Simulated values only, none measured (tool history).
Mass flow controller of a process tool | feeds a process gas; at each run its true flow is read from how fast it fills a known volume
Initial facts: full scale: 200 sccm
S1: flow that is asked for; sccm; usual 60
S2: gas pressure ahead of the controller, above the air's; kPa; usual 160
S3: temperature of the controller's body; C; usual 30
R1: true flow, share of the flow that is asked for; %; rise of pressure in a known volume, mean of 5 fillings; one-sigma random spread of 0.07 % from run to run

run 1 hour=0.0 | S1=60 S2=160 S3=30 | R1=97.63
run 2 hour=80.6 | S1=60 S2=160 S3=30 | R1=97.56
run 3 hour=190.0 | S1=60 S2=160 S3=30 | R1=97.60
run 4 hour=257.4 | S1=60 S2=160 S3=30 | R1=97.57
run 5 hour=379.2 | S1=58 S2=160 S3=30 | R1=97.57
run 6 hour=500.4 | S1=58 S2=160 S3=30 | R1=97.64
run 7 hour=559.9 | S1=60 S2=160 S3=30 | R1=97.77
run 8 hour=669.7 | S1=60 S2=160 S3=38 | R1=96.94
run 9 hour=728.8 | S1=60 S2=160 S3=38 | R1=96.95
run 10 hour=833.4 | S1=60 S2=160 S3=38 | R1=96.94
run 11 hour=917.7 | S1=60 S2=160 S3=30 | R1=97.74
run 12 hour=1014.3 | S1=60 S2=160 S3=30 | R1=97.74
run 13 hour=1089.6 | S1=60 S2=142 S3=30 | R1=97.74
run 14 hour=1173.9 | S1=60 S2=160 S3=30 | R1=97.85
run 15 hour=1235.9 | S1=60 S2=160 S3=30 | R1=97.82
run 16 hour=1338.0 | S1=60 S2=160 S3=32 | R1=97.59
run 17 hour=1473.4 | S1=60 S2=160 S3=30 | R1=97.88
run 18 hour=1579.3 | S1=60 S2=160 S3=30 | R1=97.75
run 19 hour=1665.2 | S1=60 S2=160 S3=30 | R1=97.91
run 20 hour=1723.6 | S1=57 S2=160 S3=30 | R1=97.87
run 21 hour=1801.7 | S1=57 S2=160 S3=30 | R1=97.92
run 22 hour=1861.0 | S1=57 S2=160 S3=30 | R1=97.79
run 23 hour=1985.5 | S1=60 S2=160 S3=30 | R1=97.94
run 24 hour=2081.7 | S1=60 S2=160 S3=30 | R1=97.81
run 25 hour=2219.4 | S1=60 S2=160 S3=27 | R1=98.19
run 26 hour=2330.5 | S1=60 S2=160 S3=27 | R1=98.26
run 27 hour=2464.3 | S1=60 S2=160 S3=27 | R1=98.23
run 28 hour=2529.0 | S1=60 S2=160 S3=27 | R1=98.13
run 29 hour=2635.3 | S1=60 S2=160 S3=27 | R1=98.18
run 30 hour=2709.6 | S1=60 S2=249 S3=36 | R1=97.56
run 31 hour=2810.8 | S1=60 S2=249 S3=36 | R1=97.55
run 32 hour=2876.3 | S1=60 S2=197 S3=30 | R1=98.02
run 33 hour=3007.8 | S1=168 S2=179 S3=24 | R1=99.39
run 34 hour=3132.4 | S1=48 S2=148 S3=37 | R1=97.32
run 35 hour=3266.6 | S1=104 S2=148 S3=35 | R1=97.41
run 36 hour=3346.8 | S1=96 S2=160 S3=29 | R1=98.12
run 37 hour=3437.6 | S1=96 S2=160 S3=29 | R1=98.00
run 38 hour=3511.7 | S1=70 S2=223 S3=30 | R1=98.06
run 39 hour=3638.5 | S1=60 S2=231 S3=38 | R1=97.39
run 40 hour=3708.9 | S1=60 S2=231 S3=38 | R1=97.35
run 41 hour=3812.9 | S1=75 S2=160 S3=30 | R1=97.99
run 42 hour=3885.3 | S1=75 S2=160 S3=30 | R1=97.91
run 43 hour=3982.1 | S1=75 S2=160 S3=30 | R1=98.02
run 44 hour=4091.5 | S1=103 S2=142 S3=30 | R1=97.90
run 45 hour=4228.8 | S1=44 S2=275 S3=21 | R1=99.59
run 46 hour=4317.6 | S1=60 S2=145 S3=30 | R1=98.08
run 47 hour=4400.5 | S1=31 S2=145 S3=30 | R1=99.10
run 48 hour=4535.4 | S1=59 S2=209 S3=23 | R1=98.91
run 49 hour=4623.6 | S1=187 S2=160 S3=32 | R1=98.73

Each row is a separate what-if for the run after 49, all from the same tool condition, not one after another. Results?
run A hour=4747.8 | S1=187 S2=160 S3=33 | R1=?
run B hour=4747.8 | S1=51 S2=171 S3=32 | R1=?
run C hour=4747.8 | S1=187 S2=160 S3=23 | R1=?

run=A R1=98.51
run=B R1=98.23
run=C R1=99.62
With the hidden condition removed and each run's random variation left untouched, the same runs would have given:
run=A R1=98.81
run=B R1=97.16
run=C R1=99.93

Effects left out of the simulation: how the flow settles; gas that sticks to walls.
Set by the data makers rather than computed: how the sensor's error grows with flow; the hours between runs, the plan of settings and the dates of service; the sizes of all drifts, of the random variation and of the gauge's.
